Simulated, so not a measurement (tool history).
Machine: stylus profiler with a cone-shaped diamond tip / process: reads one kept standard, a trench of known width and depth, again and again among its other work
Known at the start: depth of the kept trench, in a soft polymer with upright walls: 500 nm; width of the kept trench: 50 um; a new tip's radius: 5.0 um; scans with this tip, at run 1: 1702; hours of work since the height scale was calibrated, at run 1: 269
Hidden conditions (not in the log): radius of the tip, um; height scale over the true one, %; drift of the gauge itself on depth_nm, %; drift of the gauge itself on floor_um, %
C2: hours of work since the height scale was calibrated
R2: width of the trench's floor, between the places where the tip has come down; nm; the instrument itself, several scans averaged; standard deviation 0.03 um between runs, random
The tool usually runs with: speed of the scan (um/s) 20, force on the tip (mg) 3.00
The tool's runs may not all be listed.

{"run": 1, "hour": 0.0, "speed of the scan (um/s)": 20, "force on the tip (mg)": 3.0, "scans with this tip": 1702, "C2": 269, "depth of the trench (Å)": 5066.7, "R2": 45340}
{"run": 2, "hour": 47.9, "speed of the scan (um/s)": 20, "force on the tip (mg)": 3.0, "scans with this tip": 1847, "C2": 292, "depth of the trench (Å)": 5069.8, "R2": 45350}
{"run": 3, "hour": 79.2, "speed of the scan (um/s)": 20, "force on the tip (mg)": 3.0, "scans with this tip": 1941, "C2": 306, "depth of the trench (Å)": 5068.3, "R2": 45330}
{"run": 4, "hour": 132.4, "speed of the scan (um/s)": 20, "force on the tip (mg)": 3.0, "scans with this tip": 2102, "C2": 332, "depth of the trench (Å)": 5069.6, "R2": 45270}
{"run": 5, "hour": 180.5, "speed of the scan (um/s)": 20, "force on the tip (mg)": 3.0, "scans with this tip": 2247, "C2": 355, "depth of the trench (Å)": 5070.3, "R2": 45300}
{"run": 6, "hour": 233.8, "speed of the scan (um/s)": 20, "force on the tip (mg)": 3.0, "scans with this tip": 2408, "C2": 380, "depth of the trench (Å)": 5071.3, "R2": 45230}
{"run": 7, "hour": 274.8, "speed of the scan (um/s)": 20, "force on the tip (mg)": 3.0, "scans with this tip": 2532, "C2": 400, "depth of the trench (Å)": 5070.9, "R2": 45250}
{"run": 8, "hour": 335.9, "speed of the scan (um/s)": 20, "force on the tip (mg)": 3.0, "scans with this tip": 2716, "C2": 429, "depth of the trench (Å)": 5071.5, "R2": 45230}
{"run": 9, "hour": 386.9, "speed of the scan (um/s)": 14, "force on the tip (mg)": 3.0, "scans with this tip": 2870, "C2": 453, "depth of the trench (Å)": 5072.2, "R2": 45310}
{"run": 10, "hour": 429.1, "speed of the scan (um/s)": 20, "force on the tip (mg)": 4.66, "scans with this tip": 2997, "C2": 473, "depth of the trench (Å)": 5094.3, "R2": 45230}
{"run": 11, "hour": 456.0, "speed of the scan (um/s)": 20, "force on the tip (mg)": 4.66, "scans with this tip": 3079, "C2": 486, "depth of the trench (Å)": 5091.7, "R2": 45320}
{"run": 12, "hour": 484.6, "speed of the scan (um/s)": 20, "force on the tip (mg)": 4.66, "scans with this tip": 3165, "C2": 500, "depth of the trench (Å)": 5093.3, "R2": 45210}
{"run": 13, "hour": 517.0, "speed of the scan (um/s)": 20, "force on the tip (mg)": 4.66, "scans with this tip": 3263, "C2": 515, "depth of the trench (Å)": 5094.0, "R2": 45210}
{"run": 14, "hour": 573.6, "speed of the scan (um/s)": 20, "force on the tip (mg)": 4.66, "scans with this tip": 3434, "C2": 542, "depth of the trench (Å)": 5096.0, "R2": 45200}
{"run": 15, "hour": 632.6, "speed of the scan (um/s)": 20, "force on the tip (mg)": 1.72, "scans with this tip": 3612, "C2": 570, "depth of the trench (Å)": 5055.3, "R2": 45130}
{"run": 16, "hour": 675.3, "speed of the scan (um/s)": 20, "force on the tip (mg)": 1.72, "scans with this tip": 3741, "C2": 590, "depth of the trench (Å)": 5054.8, "R2": 45150}
{"run": 17, "hour": 723.5, "speed of the scan (um/s)": 15, "force on the tip (mg)": 1.72, "scans with this tip": 3886, "C2": 613, "depth of the trench (Å)": 5055.2, "R2": 45130}
{"run": 18, "hour": 771.0, "speed of the scan (um/s)": 15, "force on the tip (mg)": 1.72, "scans with this tip": 4029, "C2": 636, "depth of the trench (Å)": 5057.8, "R2": 45090}
{"run": 19, "hour": 799.9, "speed of the scan (um/s)": 15, "force on the tip (mg)": 1.72, "scans with this tip": 4117, "C2": 650, "depth of the trench (Å)": 5056.8, "R2": 45110}
{"hour": 805.8, "done": "height scale calibrated on a step standard"}
{"run": 20, "hour": 836.8, "speed of the scan (um/s)": 15, "force on the tip (mg)": 1.72, "scans with this tip": 4227, "C2": 15, "depth of the trench (Å)": 5064.1, "R2": 45120}
{"run": 21, "hour": 874.2, "speed of the scan (um/s)": 15, "force on the tip (mg)": 1.22, "scans with this tip": 4339, "C2": 33, "depth of the trench (Å)": 5058.9, "R2": 45050}
{"run": 22, "hour": 921.2, "speed of the scan (um/s)": 20, "force on the tip (mg)": 3.0, "scans with this tip": 4481, "C2": 55, "depth of the trench (Å)": 5083.5, "R2": 45080}
{"run": 23, "hour": 956.3, "speed of the scan (um/s)": 20, "force on the tip (mg)": 3.0, "scans with this tip": 4587, "C2": 72, "depth of the trench (Å)": 5082.8, "R2": 45070}
{"run": 24, "hour": 996.8, "speed of the scan (um/s)": 20, "force on the tip (mg)": 3.0, "scans with this tip": 4710, "C2": 91, "depth of the trench (Å)": 5083.6, "R2": 45050}
{"hour": 1035.4, "done": "height scale calibrated on a step standard, once more"}
{"run": 25, "hour": 1045.2, "speed of the scan (um/s)": 21, "force on the tip (mg)": 1.77, "scans with this tip": 4854, "C2": 5, "depth of the trench (Å)": 5043.3, "R2": 45010}
{"run": 26, "hour": 1101.4, "speed of the scan (um/s)": 20, "force on the tip (mg)": 4.43, "scans with this tip": 5024, "C2": 31, "depth of the trench (Å)": 5082.3, "R2": 45060}
{"run": 27, "hour": 1163.4, "speed of the scan (um/s)": 20, "force on the tip (mg)": 1.43, "scans with this tip": 5211, "C2": 61, "depth of the trench (Å)": 5038.9, "R2": 44990}
{"run": 28, "hour": 1197.3, "speed of the scan (um/s)": 20, "force on the tip (mg)": 1.43, "scans with this tip": 5313, "C2": 77, "depth of the trench (Å)": 5038.3, "R2": 44990}
{"run": 29, "hour": 1244.1, "speed of the scan (um/s)": 68, "force on the tip (mg)": 1.53, "scans with this tip": 5454, "C2": 99, "depth of the trench (Å)": 5041.5, "R2": 44680}
{"run": 30, "hour": 1275.9, "speed of the scan (um/s)": 21, "force on the tip (mg)": 4.54, "scans with this tip": 5550, "C2": 115, "depth of the trench (Å)": 5083.3, "R2": 44990}
{"run": 31, "hour": 1340.2, "speed of the scan (um/s)": 7, "force on the tip (mg)": 5.56, "scans with this tip": 5744, "C2": 145, "depth of the trench (Å)": 5100.9, "R2": 45040}
{"run": 32, "hour": 1376.6, "speed of the scan (um/s)": 78, "force on the tip (mg)": 4.21, "scans with this tip": 5854, "C2": 163, "depth of the trench (Å)": 5082.3, "R2": 44770}
{"run": 33, "hour": 1423.7, "speed of the scan (um/s)": 78, "force on the tip (mg)": 4.21, "scans with this tip": 5996, "C2": 185, "depth of the trench (Å)": 5082.5, "R2": 44740}
{"run": 34, "hour": 1461.3, "speed of the scan (um/s)": 78, "force on the tip (mg)": 4.21, "scans with this tip": 6110, "C2": 203, "depth of the trench (Å)": 5081.5, "R2": 44760}
{"run": 35, "hour": 1500.0, "speed of the scan (um/s)": 78, "force on the tip (mg)": 4.21, "scans with this tip": 6227, "C2": 221, "depth of the trench (Å)": 5081.8, "R2": 44680}
{"run": 36, "hour": 1545.7, "speed of the scan (um/s)": 20, "force on the tip (mg)": 2.88, "scans with this tip": 6365, "C2": 243, "depth of the trench (Å)": 5064.2, "R2": 44880}
{"run": 37, "hour": 1578.6, "speed of the scan (um/s)": 7, "force on the tip (mg)": 3.77, "scans with this tip": 6464, "C2": 259, "depth of the trench (Å)": 5078.1, "R2": 44960}
{"run": 38, "hour": 1636.7, "speed of the scan (um/s)": 18, "force on the tip (mg)": 4.01, "scans with this tip": 6639, "C2": 286, "depth of the trench (Å)": 5081.0, "R2": 44850}
{"run": 39, "hour": 1670.8, "speed of the scan (um/s)": 26, "force on the tip (mg)": 7.42, "scans with this tip": 6742, "C2": 303, "depth of the trench (Å)": 5121.1, "R2": 44920}
{"run": 40, "hour": 1704.9, "speed of the scan (um/s)": 26, "force on the tip (mg)": 7.42, "scans with this tip": 6845, "C2": 319, "depth of the trench (Å)": 5120.8, "R2": 44890}
{"run": 41, "hour": 1757.6, "speed of the scan (um/s)": 26, "force on the tip (mg)": 7.42, "scans with this tip": 7004, "C2": 344, "depth of the trench (Å)": 5122.2, "R2": 44830}
{"run": 42, "hour": 1799.7, "speed of the scan (um/s)": 26, "force on the tip (mg)": 7.42, "scans with this tip": 7131, "C2": 364, "depth of the trench (Å)": 5122.9, "R2": 44840}
{"run": 43, "hour": 1851.2, "speed of the scan (um/s)": 68, "force on the tip (mg)": 1.27, "scans with this tip": 7287, "C2": 389, "depth of the trench (Å)": 5039.6, "R2": 44450}
{"run": 44, "hour": 1879.6, "speed of the scan (um/s)": 15, "force on the tip (mg)": 3.64, "scans with this tip": 7373, "C2": 402, "depth of the trench (Å)": 5076.6, "R2": 44830}
{"run": 45, "hour": 1926.0, "speed of the scan (um/s)": 15, "force on the tip (mg)": 3.64, "scans with this tip": 7512, "C2": 424, "depth of the trench (Å)": 5079.4, "R2": 44850}
{"run": 46, "hour": 1958.8, "speed of the scan (um/s)": 15, "force on the tip (mg)": 3.64, "scans with this tip": 7611, "C2": 440, "depth of the trench (Å)": 5078.6, "R2": 44800}

What differs in the tool's unlogged condition from the final listed run ahead of each entry between runs to the first listed run following it?
Runs 19 to 20: height scale calibrated on a step standard (hour 805.8)
  radius of the tip, um: 6.01 -> 6.04; height scale over the true one, %: 0.244 -> 0.388
  measured minus no-state result, depth of the trench (Å): +12.4 -> +19.6; R2: -440 -> -450 nm
Runs 24 to 25: height scale calibrated on a step standard, once more (hour 1035.4)
  radius of the tip, um: 6.16 -> 6.19; height scale over the true one, %: 0.415 -> -0.016
  measured minus no-state result, depth of the trench (Å): +21.1 -> -0.8; R2: -510 -> -520 nm
